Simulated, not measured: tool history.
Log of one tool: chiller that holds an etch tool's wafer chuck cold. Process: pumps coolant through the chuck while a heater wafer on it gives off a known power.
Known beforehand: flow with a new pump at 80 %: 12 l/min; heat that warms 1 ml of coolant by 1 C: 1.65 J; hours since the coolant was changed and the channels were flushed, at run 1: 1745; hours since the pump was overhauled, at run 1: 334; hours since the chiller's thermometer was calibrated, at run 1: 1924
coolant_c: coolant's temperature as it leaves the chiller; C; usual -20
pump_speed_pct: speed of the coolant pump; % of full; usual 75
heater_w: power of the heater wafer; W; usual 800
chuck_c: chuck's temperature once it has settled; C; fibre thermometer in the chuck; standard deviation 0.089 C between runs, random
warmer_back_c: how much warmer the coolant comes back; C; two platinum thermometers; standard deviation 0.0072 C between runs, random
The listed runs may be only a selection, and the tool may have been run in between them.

run	hour	coolant_c	pump_speed_pct	heater_w	hours since the coolant was changed and the channels were flushed	hours since the pump was overhauled	hours since the chiller's thermometer was calibrated	chuck_c	warmer_back_c
1	0.0	-20	75	800	1745	334	1924	-9.88	2.554
2	51.5	-20	75	800	1797	386	1975	-9.91	2.575
3	106.1	-20	75	800	1851	440	2030	-9.83	2.576
4	168.9	-21	75	800	1914	503	2092	-10.73	2.573
5	232.1	-20	75	800	1977	566	2156	-9.80	2.582
6	276.5	-20	75	800	2022	611	2200	-9.70	2.576
7	337.2	-30	75	800	2083	671	2261	-19.77	2.569
8	401.4	-13	74	452	2147	736	2325	-7.13	1.466
9	435.4	-23	69	723	2181	770	2359	-13.34	2.529
10	490.6	-21	85	680	2236	825	2414	-12.90	1.934
11	518.1	-21	85	680	2263	852	2442	-12.85	1.927
12	546.3	-29	76	458	2292	881	2470	-22.94	1.458

Estimate the outcome of run 13 from the log above:
13	601.8	-29	76	458	2347	936	2525	?	?

{"run 13": {"chuck_c": -23.03, "warmer_back_c": 1.463}}
With no hidden state in the tool, this same run would have given chuck_c -23.41 C, warmer_back_c 1.465 C.
